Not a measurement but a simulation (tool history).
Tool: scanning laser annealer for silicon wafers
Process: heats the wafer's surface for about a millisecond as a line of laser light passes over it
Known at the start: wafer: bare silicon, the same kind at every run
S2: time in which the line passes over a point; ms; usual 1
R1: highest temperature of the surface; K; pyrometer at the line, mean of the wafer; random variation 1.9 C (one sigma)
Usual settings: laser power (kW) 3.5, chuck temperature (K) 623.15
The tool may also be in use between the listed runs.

{"run": 1, "hour": 0.0, "laser power (kW)": 3.5, "S2": 1, "chuck temperature (K)": 623.15, "R1": 1383.15}
{"run": 2, "hour": 5.8, "laser power (kW)": 3.5, "S2": 1, "chuck temperature (K)": 623.15, "R1": 1381.15}
{"run": 3, "hour": 14.7, "laser power (kW)": 3.5, "S2": 1, "chuck temperature (K)": 623.15, "R1": 1383.15}
{"run": 4, "hour": 20.7, "laser power (kW)": 3.5, "S2": 1, "chuck temperature (K)": 623.15, "R1": 1380.15}
{"run": 5, "hour": 28.4, "laser power (kW)": 3.5, "S2": 1, "chuck temperature (K)": 623.15, "R1": 1380.15}
{"run": 6, "hour": 36.6, "laser power (kW)": 3.5, "S2": 1, "chuck temperature (K)": 623.15, "R1": 1382.15}
{"run": 7, "hour": 43.9, "laser power (kW)": 3.034, "S2": 1, "chuck temperature (K)": 623.15, "R1": 1281.15}
{"run": 8, "hour": 51.9, "laser power (kW)": 3.034, "S2": 1, "chuck temperature (K)": 623.15, "R1": 1280.15}
{"run": 9, "hour": 59.1, "laser power (kW)": 3.5, "S2": 0.94, "chuck temperature (K)": 623.15, "R1": 1358.15}
{"run": 10, "hour": 70.0, "laser power (kW)": 3.5, "S2": 1, "chuck temperature (K)": 623.15, "R1": 1379.15}
{"run": 11, "hour": 78.5, "laser power (kW)": 3.5, "S2": 1, "chuck temperature (K)": 623.15, "R1": 1381.15}
{"run": 12, "hour": 86.2, "laser power (kW)": 3.5, "S2": 1, "chuck temperature (K)": 623.15, "R1": 1381.15}
{"run": 13, "hour": 97.3, "laser power (kW)": 3.5, "S2": 1, "chuck temperature (K)": 623.15, "R1": 1379.15}
{"run": 14, "hour": 105.2, "laser power (kW)": 3.5, "S2": 1, "chuck temperature (K)": 623.15, "R1": 1378.15}
{"run": 15, "hour": 113.6, "laser power (kW)": 3.5, "S2": 1, "chuck temperature (K)": 623.15, "R1": 1380.15}
{"run": 16, "hour": 124.5, "laser power (kW)": 3.651, "S2": 1, "chuck temperature (K)": 623.15, "R1": 1411.15}
{"run": 17, "hour": 131.5, "laser power (kW)": 3.651, "S2": 0.99, "chuck temperature (K)": 623.15, "R1": 1403.15}
{"run": 18, "hour": 140.9, "laser power (kW)": 3.651, "S2": 0.99, "chuck temperature (K)": 623.15, "R1": 1402.15}
{"run": 19, "hour": 151.5, "laser power (kW)": 3.5, "S2": 1.14, "chuck temperature (K)": 663.15, "R1": 1464.15}
{"run": 20, "hour": 157.9, "laser power (kW)": 3.268, "S2": 1, "chuck temperature (K)": 605.15, "R1": 1312.15}
{"run": 21, "hour": 165.9, "laser power (kW)": 3.273, "S2": 0.89, "chuck temperature (K)": 630.15, "R1": 1299.15}
{"run": 22, "hour": 176.7, "laser power (kW)": 3.5, "S2": 1.02, "chuck temperature (K)": 616.15, "R1": 1380.15}
{"run": 23, "hour": 181.8, "laser power (kW)": 3.136, "S2": 0.84, "chuck temperature (K)": 600.15, "R1": 1222.15}
{"run": 24, "hour": 188.0, "laser power (kW)": 3.136, "S2": 0.84, "chuck temperature (K)": 608.15, "R1": 1232.15}
{"run": 25, "hour": 197.3, "laser power (kW)": 3.249, "S2": 1.04, "chuck temperature (K)": 647.15, "R1": 1363.15}
{"run": 26, "hour": 203.9, "laser power (kW)": 3.249, "S2": 1.04, "chuck temperature (K)": 647.15, "R1": 1361.15}
{"run": 27, "hour": 209.1, "laser power (kW)": 3.249, "S2": 1.04, "chuck temperature (K)": 647.15, "R1": 1360.15}
{"run": 28, "hour": 216.1, "laser power (kW)": 3.678, "S2": 1.18, "chuck temperature (K)": 598.15, "R1": 1456.15}
{"run": 29, "hour": 225.3, "laser power (kW)": 3.032, "S2": 1, "chuck temperature (K)": 643.15, "R1": 1296.15}
{"run": 30, "hour": 235.8, "laser power (kW)": 3.185, "S2": 0.87, "chuck temperature (K)": 614.15, "R1": 1259.15}
{"run": 31, "hour": 241.5, "laser power (kW)": 3.04, "S2": 0.87, "chuck temperature (K)": 623.15, "R1": 1235.15}
{"run": 32, "hour": 249.4, "laser power (kW)": 3.368, "S2": 1, "chuck temperature (K)": 637.15, "R1": 1362.15}
{"run": 33, "hour": 255.7, "laser power (kW)": 3.027, "S2": 0.96, "chuck temperature (K)": 656.15, "R1": 1295.15}
{"run": 34, "hour": 261.1, "laser power (kW)": 3.5, "S2": 1.15, "chuck temperature (K)": 660.15, "R1": 1461.15}
{"run": 35, "hour": 272.0, "laser power (kW)": 3.5, "S2": 1.15, "chuck temperature (K)": 660.15, "R1": 1465.15}
{"run": 36, "hour": 278.1, "laser power (kW)": 3.797, "S2": 0.9, "chuck temperature (K)": 657.15, "R1": 1432.15}

5 ways to go on from here, each from the tool as it stands after run 36. What would each give?
{"run": "A", "hour": 287.3, "laser power (kW)": 3.016, "S2": 1, "chuck temperature (K)": 606.15, "R1": "?"}
{"run": "B", "hour": 287.3, "laser power (kW)": 3.797, "S2": 0.7, "chuck temperature (K)": 657.15, "R1": "?"}
{"run": "C", "hour": 287.3, "laser power (kW)": 3.5, "S2": 1, "chuck temperature (K)": 649.15, "R1": "?"}
{"run": "D", "hour": 287.3, "laser power (kW)": 3.781, "S2": 0.9, "chuck temperature (K)": 603.15, "R1": "?"}
{"run": "E", "hour": 287.3, "laser power (kW)": 3.774, "S2": 0.9, "chuck temperature (K)": 657.15, "R1": "?"}

run=A R1=1256.15
run=B R1=1344.15
run=C R1=1402.15
run=D R1=1376.15
run=E R1=1428.15
Without the tool's hidden state the same runs would have given:
run=A R1=1279.15
run=B R1=1368.15
run=C R1=1428.15
run=D R1=1403.15
run=E R1=1455.15
